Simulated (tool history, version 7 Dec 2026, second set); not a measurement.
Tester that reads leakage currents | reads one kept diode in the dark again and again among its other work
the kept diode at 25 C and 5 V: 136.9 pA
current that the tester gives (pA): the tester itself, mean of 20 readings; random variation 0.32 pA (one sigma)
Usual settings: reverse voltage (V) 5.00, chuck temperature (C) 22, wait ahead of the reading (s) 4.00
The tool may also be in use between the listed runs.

run	hour	reverse voltage (V)	chuck temperature (C)	wait ahead of the reading (s)	current that the tester gives (pA)
1	0.0	5.00	22	4.00	121.04
# hour 40.5: chuck's temperature calibrated
2	90.7	5.00	22	2.18	107.56
3	287.7	5.00	22	2.18	109.24
4	406.4	18.94	22	4.00	213.52
5	565.0	18.94	22	4.00	217.55
6	763.0	5.00	22	4.00	112.55
7	903.4	5.00	51	4.00	1277.68
8	1018.9	5.00	22	0.83	114.86
9	1191.7	5.00	22	0.83	116.40
10	1281.1	5.00	22	4.00	115.79
11	1425.0	1.11	22	4.00	56.19
12	1584.5	1.11	22	4.00	56.77
13	1756.0	1.11	22	2.07	57.28
14	1924.5	1.11	22	2.07	58.10
15	2013.7	1.96	22	2.07	76.85
16	2162.0	1.96	22	2.07	77.38
17	2358.9	1.96	22	2.07	77.84
18	2455.4	1.96	22	2.07	78.61
19	2573.3	1.96	22	2.07	79.09
# hour 2693.8: chuck's temperature calibrated
20	2744.1	1.96	22	2.07	72.21
21	2837.0	1.10	28	1.46	93.90
22	2923.5	6.40	59	1.46	2614.94
23	3069.2	6.40	59	1.46	2634.20
24	3245.1	2.41	59	1.84	1684.66
25	3404.9	2.41	59	1.84	1701.59
26	3505.3	2.41	59	1.84	1697.37
27	3643.8	10.43	23	1.84	196.34
# hour 3670.4: probe card cleaned and baked
28	3821.7	10.43	46	8.66	1248.77
29	3909.8	5.01	20	3.71	92.28
30	4065.6	10.14	20	8.09	130.14
31	4238.4	6.15	27	8.09	198.48
32	4406.7	7.88	22	2.18	143.89
33	4501.5	2.01	56	0.41	1305.61
34	4672.0	5.00	51	4.00	1360.48

Run 35 comes next. What will it give?
35	4826.2	3.21	22	0.31	?

current that the tester gives (pA): 98.46
Without the tool's hidden state the same run would have given current that the tester gives (pA) 86.82.
